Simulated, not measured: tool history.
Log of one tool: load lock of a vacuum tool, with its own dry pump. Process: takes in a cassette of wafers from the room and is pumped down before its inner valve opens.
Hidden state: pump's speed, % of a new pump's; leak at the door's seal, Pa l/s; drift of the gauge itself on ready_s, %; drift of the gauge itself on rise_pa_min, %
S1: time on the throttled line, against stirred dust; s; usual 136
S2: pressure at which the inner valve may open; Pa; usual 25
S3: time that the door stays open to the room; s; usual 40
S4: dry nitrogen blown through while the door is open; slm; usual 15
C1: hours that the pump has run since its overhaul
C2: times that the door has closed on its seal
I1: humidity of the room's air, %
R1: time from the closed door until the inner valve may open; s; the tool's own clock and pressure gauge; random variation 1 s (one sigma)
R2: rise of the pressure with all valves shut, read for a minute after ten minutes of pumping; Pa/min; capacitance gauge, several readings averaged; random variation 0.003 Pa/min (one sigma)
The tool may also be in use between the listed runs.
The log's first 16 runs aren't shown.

-- hour=6437.5 dry pump taken out, an overhauled one fitted
run 17 hour=6854.7 | S1=176 S2=25 S3=40 S4=15 | C1=417 C2=5999 | I1=41.7 | R1=236.9 R2=0.018
run 18 hour=7224.6 | S1=176 S2=25 S3=40 S4=15 | C1=787 C2=7543 | I1=50.1 | R1=237.3 R2=0.025
run 19 hour=7810.4 | S1=136 S2=25 S3=72 S4=5 | C1=1373 C2=9989 | I1=46.5 | R1=200.5 R2=0.062
run 20 hour=8172.9 | S1=126 S2=41 S3=89 S4=15 | C1=1735 C2=11502 | I1=44.4 | R1=185.8 R2=0.035
run 21 hour=8718.1 | S1=126 S2=41 S3=89 S4=15 | C1=2281 C2=13778 | I1=43.8 | R1=185.3 R2=0.035
run 22 hour=9273.7 | S1=99 S2=24 S3=89 S4=15 | C1=2836 C2=16097 | I1=44.5 | R1=166.6 R2=0.039
run 23 hour=9609.1 | S1=136 S2=25 S3=92 S4=5 | C1=3172 C2=17497 | I1=48.7 | R1=199.3 R2=0.076
run 24 hour=9983.3 | S1=136 S2=25 S3=92 S4=5 | C1=3546 C2=19059 | I1=46.3 | R1=200.0 R2=0.067
run 25 hour=10432.3 | S1=136 S2=25 S3=92 S4=5 | C1=3995 C2=20934 | I1=42.5 | R1=200.3 R2=0.067
run 26 hour=10969.6 | S1=136 S2=25 S3=92 S4=5 | C1=4532 C2=23176 | I1=45.9 | R1=199.4 R2=0.069

The next listed run, before its measurement:
run 27 hour=11475.9 | S1=136 S2=25 S3=92 S4=5 | C1=5038 C2=25290 | I1=41.9 | R1=? R2=?

R1: 200.4 s
R2: 0.066 Pa/min
Without the tool's hidden state the same run would have given R1 200.4 s, R2 0.065 Pa/min.

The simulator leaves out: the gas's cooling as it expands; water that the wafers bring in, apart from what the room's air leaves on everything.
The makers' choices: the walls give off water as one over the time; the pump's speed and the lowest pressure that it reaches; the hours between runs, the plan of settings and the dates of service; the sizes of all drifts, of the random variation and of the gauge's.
